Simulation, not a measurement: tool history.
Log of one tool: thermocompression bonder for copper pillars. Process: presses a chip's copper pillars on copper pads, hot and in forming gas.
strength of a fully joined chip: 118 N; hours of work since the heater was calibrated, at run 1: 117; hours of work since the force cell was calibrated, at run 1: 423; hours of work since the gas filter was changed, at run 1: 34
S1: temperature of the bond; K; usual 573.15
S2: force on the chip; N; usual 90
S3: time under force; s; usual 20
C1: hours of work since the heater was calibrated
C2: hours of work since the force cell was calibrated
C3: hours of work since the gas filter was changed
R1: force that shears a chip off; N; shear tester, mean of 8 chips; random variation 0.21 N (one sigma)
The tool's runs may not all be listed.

run	hour	S1	S2	S3	C1	C2	C3	R1
1	0	573.15	90	20	117	423	34	55.5
2	10.8	573.15	90	20	123	428	40	55.4
3	19.6	573.15	90	20	127	433	44	55.3
4	32.2	573.15	90	20	133	439	50	55.2
5	44	573.15	90	20	139	445	56	54.8
6	55.7	573.15	90	20	145	451	62	54.7
7	62.6	573.15	90	20	148	454	65	55
8	70.8	573.15	90	20	152	458	69	54.5
9	78.6	568.15	90	20	156	462	73	52.5
10	91.8	573.15	90	22	163	468	80	56.4
11	104.8	573.15	90	51	169	475	86	73.4
12	115.1	573.15	90	51	174	480	91	72.8
13	126.2	573.15	90	51	180	485	97	73
14	132.8	573.15	90	51	183	489	100	73
15	149.4	573.15	90	51	191	497	108	72.6
16	157.7	573.15	90	51	195	501	112	72.1
17	167.8	573.15	90	51	200	506	117	72.4
18	178.8	573.15	90	51	206	511	123	72.4
19	191.3	573.15	90	20	212	518	129	53.4
20	201.2	573.15	90	35	217	523	134	64
21	211.6	573.15	90	35	222	528	139	64
22	218.5	582.15	90	11	225	531	142	45.9
23	228.3	582.15	90	11	230	536	147	45.6
# hour 230.8: force cell calibrated
24	245.4	582.15	90	11	238	7	155	45.5
# hour 259.4: force cell calibrated, once more
25	259.4	582.15	90	11	244	0	161	44.7
# hour 268.6: forming gas filter changed
26	276.2	592.15	120	27	252	8	4	82.3
27	284.8	546.15	90	20	256	12	8	44.4
28	294.8	582.15	66	32	261	17	13	56.8
29	305.7	570.15	90	27	267	23	18	60.2
30	316.9	591.15	128	14	272	28	24	69.7
31	331.9	591.15	128	14	280	36	31	69.6
32	344.1	591.15	128	14	286	42	37	69.7
33	358.4	550.15	90	27	293	49	44	51
34	368.4	550.15	90	27	298	54	49	51
35	379.5	589.15	87	14	303	59	55	53
36	388.6	550.15	121	27	308	64	59	62.1
37	399	549.15	106	38	313	69	64	63.5
38	411.1	578.15	97	15	319	75	70	53.8
39	427.6	561.15	81	15	327	83	79	41.1
40	440.1	561.15	81	15	333	89	85	40.7
41	455.5	565.15	81	14	341	97	92	40.5

Forecast each of these 3 alternatives for the next run:
A	464.1	586.15	96	14	345	101	97	?
B	464.1	565.15	64	28	345	101	97	?
C	464.1	599.15	81	14	345	101	97	?

run	R1
A	54.7
B	44.7
C	52.9
Without the tool's hidden state the same runs would have given:
run	R1
A	56.1
B	45.6
C	54.1
